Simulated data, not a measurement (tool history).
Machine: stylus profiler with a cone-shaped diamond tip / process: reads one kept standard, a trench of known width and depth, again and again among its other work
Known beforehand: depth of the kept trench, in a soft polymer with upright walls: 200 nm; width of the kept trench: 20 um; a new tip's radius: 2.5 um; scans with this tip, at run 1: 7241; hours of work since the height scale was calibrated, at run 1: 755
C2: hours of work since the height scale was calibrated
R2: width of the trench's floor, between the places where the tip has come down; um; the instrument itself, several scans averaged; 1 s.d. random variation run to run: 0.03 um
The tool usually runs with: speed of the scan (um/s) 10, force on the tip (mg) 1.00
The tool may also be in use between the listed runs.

Run 1, hour 0.0: usual settings; scans with this tip 7241; C2 755. Result: depth of the trench (Å) 2021.3, R2 17.79 um.
Run 2, hour 105.3: usual settings but speed of the scan (um/s) 5; scans with this tip 7857; C2 820. Result: depth of the trench (Å) 2020.9, R2 17.77 um.
Run 3, hour 182.9: usual settings but speed of the scan (um/s) 5; scans with this tip 8311; C2 867. Result: depth of the trench (Å) 2022.7, R2 17.76 um.
Run 4, hour 280.3: usual settings but speed of the scan (um/s) 5; scans with this tip 8879; C2 926. Result: depth of the trench (Å) 2021.6, R2 17.79 um.
Run 5, hour 383.6: usual settings but speed of the scan (um/s) 5; scans with this tip 9483; C2 989. Result: depth of the trench (Å) 2021.9, R2 17.75 um.
Run 6, hour 478.1: usual settings but speed of the scan (um/s) 14; scans with this tip 10035; C2 1047. Result: depth of the trench (Å) 2023.5, R2 17.62 um.
Run 7, hour 545.1: usual settings; scans with this tip 10427; C2 1088. Result: depth of the trench (Å) 2023.0, R2 17.70 um.
Run 8, hour 634.4: usual settings; scans with this tip 10949; C2 1142. Result: depth of the trench (Å) 2024.4, R2 17.67 um.
At hour 641.6: height scale calibrated on a step standard.
Run 9, hour 723.7: usual settings; scans with this tip 11468; C2 50. Result: depth of the trench (Å) 2028.4, R2 17.65 um.
Run 10, hour 788.0: usual settings but speed of the scan (um/s) 22, force on the tip (mg) 0.37; scans with this tip 11843; C2 89. Result: depth of the trench (Å) 2021.1, R2 17.41 um.
Run 11, hour 894.3: usual settings but force on the tip (mg) 0.88; scans with this tip 12465; C2 154. Result: depth of the trench (Å) 2027.3, R2 17.64 um.
At hour 994.6: height scale calibrated on a step standard, once more.
Run 12, hour 994.6: usual settings but force on the tip (mg) 0.88; scans with this tip 13048; C2 0. Result: depth of the trench (Å) 2013.2, R2 17.61 um.
Run 13, hour 1111.9: usual settings but force on the tip (mg) 0.88; scans with this tip 13733; C2 72. Result: depth of the trench (Å) 2014.8, R2 17.61 um.
Run 14, hour 1227.2: usual settings but speed of the scan (um/s) 11; scans with this tip 14407; C2 142. Result: depth of the trench (Å) 2016.3, R2 17.55 um.
Run 15, hour 1298.0: usual settings but speed of the scan (um/s) 7, force on the tip (mg) 0.39; scans with this tip 14821; C2 185. Result: depth of the trench (Å) 2009.8, R2 17.53 um.
Run 16, hour 1365.5: usual settings but speed of the scan (um/s) 7, force on the tip (mg) 1.86; scans with this tip 15215; C2 226. Result: depth of the trench (Å) 2024.3, R2 17.58 um.
Run 17, hour 1444.1: usual settings but speed of the scan (um/s) 9, force on the tip (mg) 1.86; scans with this tip 15675; C2 274. Result: depth of the trench (Å) 2024.0, R2 17.58 um.

Forecast each of these 4 alternatives for the next run:
Run A, hour 1504.4: usual settings but speed of the scan (um/s) 6, force on the tip (mg) 1.69; scans with this tip 16027; C2 311. Result: depth of the trench (Å) ?, R2 ?.
Run B, hour 1504.4: usual settings but speed of the scan (um/s) 5, force on the tip (mg) 1.50; scans with this tip 16027; C2 311. Result: depth of the trench (Å) ?, R2 ?.
Run C, hour 1504.4: usual settings but speed of the scan (um/s) 18, force on the tip (mg) 1.45; scans with this tip 16027; C2 311. Result: depth of the trench (Å) ?, R2 ?.
Run D, hour 1504.4: usual settings but speed of the scan (um/s) 34, force on the tip (mg) 0.42; scans with this tip 16027; C2 311. Result: depth of the trench (Å) ?, R2 ?.

run  depth of the trench (Å)     R2
  A                   2023.0  17.61
  B                   2022.3  17.63
  C                   2022.0  17.50
  D                   2012.5  17.14
Had the tool no hidden state, the same runs would have come out as:
run  depth of the trench (Å)     R2
  A                   2019.2  17.99
  B                   2018.5  18.01
  C                   2018.2  17.89
  D                   2008.7  17.52

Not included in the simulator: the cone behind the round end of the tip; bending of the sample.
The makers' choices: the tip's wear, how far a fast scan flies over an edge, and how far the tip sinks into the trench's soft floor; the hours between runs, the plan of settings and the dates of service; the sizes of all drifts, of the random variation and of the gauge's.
